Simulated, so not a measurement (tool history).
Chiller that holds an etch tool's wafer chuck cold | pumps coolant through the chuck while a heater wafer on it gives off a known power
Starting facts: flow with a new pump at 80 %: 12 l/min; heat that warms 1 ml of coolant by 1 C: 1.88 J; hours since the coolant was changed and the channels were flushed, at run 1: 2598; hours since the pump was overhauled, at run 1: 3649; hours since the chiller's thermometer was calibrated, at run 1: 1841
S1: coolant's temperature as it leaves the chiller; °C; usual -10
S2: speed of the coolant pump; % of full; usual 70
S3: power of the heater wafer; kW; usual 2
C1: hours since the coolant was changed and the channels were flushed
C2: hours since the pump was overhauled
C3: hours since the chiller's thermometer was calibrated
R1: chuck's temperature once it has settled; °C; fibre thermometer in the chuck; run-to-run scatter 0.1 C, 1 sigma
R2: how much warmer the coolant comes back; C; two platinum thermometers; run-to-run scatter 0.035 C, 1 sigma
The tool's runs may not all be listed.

Run 1, hour 0: usual settings; C1 2598; C2 3649; C3 1841. Result: R1 19.6 °C, R2 6.7 C.
Run 2, hour 45.3: usual settings but S1 -11 °C; C1 2643; C2 3694; C3 1886. Result: R1 18.3 °C, R2 6.67 C.
Run 3, hour 109.9: usual settings but S1 -11 °C; C1 2708; C2 3759; C3 1951. Result: R1 18.5 °C, R2 6.7 C.
Run 4, hour 145.2: usual settings but S2 76 % of full; C1 2743; C2 3794; C3 1986. Result: R1 18.4 °C, R2 6.15 C.
Run 5, hour 185.9: usual settings; C1 2784; C2 3835; C3 2027. Result: R1 19.6 °C, R2 6.71 C.
Run 6, hour 247.2: usual settings; C1 2845; C2 3896; C3 2088. Result: R1 19.6 °C, R2 6.73 C.
Run 7, hour 279.1: usual settings; C1 2877; C2 3928; C3 2120. Result: R1 20 °C, R2 6.73 C.
Run 8, hour 312.5: usual settings but S1 -1 °C; C1 2910; C2 3961; C3 2153. Result: R1 28.7 °C, R2 6.77 C.
Run 9, hour 361: usual settings but S1 -2 °C; C1 2959; C2 4010; C3 2202. Result: R1 27.9 °C, R2 6.74 C.
Run 10, hour 420.4: usual settings but S1 -2 °C; C1 3018; C2 4069; C3 2261. Result: R1 27.7 °C, R2 6.82 C.
Run 11, hour 450.3: usual settings but S1 -9 °C; C1 3048; C2 4099; C3 2291. Result: R1 20.9 °C, R2 6.75 C.
Run 12, hour 516.4: usual settings but S2 86 % of full; C1 3114; C2 4165; C3 2357. Result: R1 16.5 °C, R2 5.56 C.
Run 13, hour 551.5: usual settings but S2 86 % of full; C1 3149; C2 4200; C3 2392. Result: R1 16.5 °C, R2 5.52 C.
Run 14, hour 591.7: usual settings but S2 86 % of full; C1 3189; C2 4240; C3 2432. Result: R1 16.7 °C, R2 5.55 C.
Run 15, hour 621.1: usual settings but S2 96 % of full; C1 3219; C2 4270; C3 2462. Result: R1 15.3 °C, R2 5.01 C.
Run 16, hour 655.4: usual settings but S2 96 % of full; C1 3253; C2 4304; C3 2496. Result: R1 15.2 °C, R2 5.05 C.
Run 17, hour 710.3: usual settings but S1 -14 °C, S2 96 % of full, S3 1.575 kW; C1 3308; C2 4359; C3 2551. Result: R1 6 °C, R2 3.9 C.
Run 18, hour 744.4: usual settings but S1 -14 °C, S2 64 % of full; C1 3342; C2 4393; C3 2585. Result: R1 17.9 °C, R2 7.49 C.
Run 19, hour 791.9: usual settings but S1 -1 °C, S2 63 % of full, S3 1.444 kW; C1 3390; C2 4441; C3 2633. Result: R1 22.2 °C, R2 5.47 C.
Run 20, hour 840.1: usual settings but S1 -1 °C, S2 63 % of full, S3 1.444 kW; C1 3438; C2 4489; C3 2681. Result: R1 22.4 °C, R2 5.52 C.
Run 21, hour 873.8: usual settings but S1 -13 °C, S2 77 % of full; C1 3471; C2 4522; C3 2714. Result: R1 15.8 °C, R2 6.23 C.
Run 22, hour 906.7: usual settings but S1 -13 °C, S2 77 % of full; C1 3504; C2 4555; C3 2747. Result: R1 15.7 °C, R2 6.2 C.
At hour 929.3: coolant pump overhauled.
Run 23, hour 960.9: usual settings but S1 -13 °C, S2 77 % of full; C1 3553; C2 32; C3 2797. Result: R1 13.8 °C, R2 5.53 C.
Run 24, hour 1008: usual settings but S1 -6 °C, S2 80 % of full; C1 3601; C2 79; C3 2844. Result: R1 20.3 °C, R2 5.34 C.
Run 25, hour 1043.6: usual settings but S1 -6 °C, S2 80 % of full; C1 3636; C2 114; C3 2879. Result: R1 20.6 °C, R2 5.32 C.
Run 26, hour 1083.6: usual settings but S1 -6 °C, S2 80 % of full; C1 3676; C2 154; C3 2919. Result: R1 20.5 °C, R2 5.37 C.
Run 27, hour 1130.8: usual settings but S1 -6 °C, S2 80 % of full; C1 3723; C2 202; C3 2966. Result: R1 20.6 °C, R2 5.33 C.
Run 28, hour 1181.3: usual settings but S1 -6 °C, S2 80 % of full; C1 3774; C2 252; C3 3017. Result: R1 20.6 °C, R2 5.38 C.
Run 29, hour 1226.4: usual settings but S2 81 % of full, S3 2.057 kW; C1 3819; C2 297; C3 3062. Result: R1 17.3 °C, R2 5.51 C.
Run 30, hour 1270.6: usual settings but S2 81 % of full, S3 2.057 kW; C1 3863; C2 341; C3 3106. Result: R1 17.3 °C, R2 5.48 C.
At hour 1328.2: chiller's thermometer calibrated.
Run 31, hour 1329.2: usual settings but S2 81 % of full, S3 1.154 kW; C1 3921; C2 399; C3 1. Result: R1 5.5 °C, R2 3.07 C.

Describe how what the log doesn't record of the tool's condition differs between the last listed run preceding each entry between runs and the first listed run following it.
From run 22 to run 23: coolant pump overhauled (hour 929.3)
  heat passed by the chuck's channels, % of clean ones': 89.9 -> 89.7; flow at a given pump speed, % of a new pump's: 88.4 -> 99.9; coolant's true temperature over the reading, C: -0.2 -> -0.21
  difference, measured minus the result without the unlogged condition, R1: +4.2 -> +2.3 °C; R2: +0.72 -> +0.01 C
From run 30 to run 31: chiller's thermometer calibrated (hour 1328.2)
  heat passed by the chuck's channels, % of clean ones': 88.9 -> 88.7; flow at a given pump speed, % of a new pump's: 99.1 -> 99; coolant's true temperature over the reading, C: -0.24 -> -0.03
  difference, measured minus the result without the unlogged condition, R1: +2.6 -> +1.6 °C; R2: +0.05 -> +0.03 C
